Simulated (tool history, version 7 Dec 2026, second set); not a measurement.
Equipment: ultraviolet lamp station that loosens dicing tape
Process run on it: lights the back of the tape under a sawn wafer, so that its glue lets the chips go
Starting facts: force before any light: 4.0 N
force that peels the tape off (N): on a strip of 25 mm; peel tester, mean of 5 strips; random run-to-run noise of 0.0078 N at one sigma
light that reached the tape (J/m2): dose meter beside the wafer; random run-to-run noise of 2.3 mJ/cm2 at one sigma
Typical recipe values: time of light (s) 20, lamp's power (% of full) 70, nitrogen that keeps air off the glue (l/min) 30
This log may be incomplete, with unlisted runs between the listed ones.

run   hour  time of light (s)  lamp's power (% of full)  nitrogen that keeps air off the glue (l/min)  force that peels the tape off (N)  light that reached the tape (J/m2)
  1      0                 20                        70                                            30                              0.308                                2000
  2   12.1                 20                        70                                            30                               0.32                                2000
  3   18.8                 39                        70                                            30                              0.231                                3960
  4   25.2                 39                        70                                            30                              0.211                                3980
  5   36.3                 39                        70                                            30                              0.214                                3910
  6   48.7                 39                        70                                            30                              0.205                                3910
  7   59.3                 20                        84                                            30                              0.267                                2410
  8   66.7                 20                        84                                            30                              0.272                                2400
  9   79.7                 20                        67                                            30                               0.33                                1920
 10   87.1                 20                        67                                            18                              0.405                                1840
 11   95.6                 20                        67                                            10                              0.484                                1900
 12  104.4                 20                        67                                            10                              0.462                                1930
 13    118                 35                        75                                            10                              0.239                                3650
 14  128.3                 11                        75                                            10                              1.009                                1130
 15  139.3                 11                        75                                            10                               0.98                                1110
 16  152.4                 11                        75                                            10                              0.998                                1150
 17  158.2                 36                        63                                            30                               0.23                                3160
 18  166.2                 36                        63                                            26                              0.242                                3150
 19  174.2                 16                        92                                            24                              0.327                                2010
 20  187.1                 32                        96                                            31                              0.214                                4180
 21  193.2                 32                        96                                            31                               0.22                                4180
 22  205.7                 29                        73                                            38                              0.232                                2880
 23  215.6                 13                        91                                            21                              0.487                                1610

5 ways to go on from here, each from the tool as it stands after run 23. What would each give?
  A  224.9                 13                        91                                            20                                  ?                                   ?
  B  224.9                 23                        91                                            30                                  ?                                   ?
  C  224.9                 20                        62                                            30                                  ?                                   ?
  D  224.9                 30                        82                                            21                                  ?                                   ?
  E  224.9                 20                        66                                            16                                  ?                                   ?

run  force that peels the tape off (N)  light that reached the tape (J/m2)
  A                              0.487                                1600
  B                              0.232                                2800
  C                              0.394                                1690
  D                              0.229                                3310
  E                              0.435                                1790
Take away the tool's hidden state, keep each run's random variation, and the runs would have read:
run  force that peels the tape off (N)  light that reached the tape (J/m2)
  A                              0.403                                1820
  B                              0.219                                3180
  C                               0.33                                1910
  D                               0.22                                3760
  E                              0.363                                2040
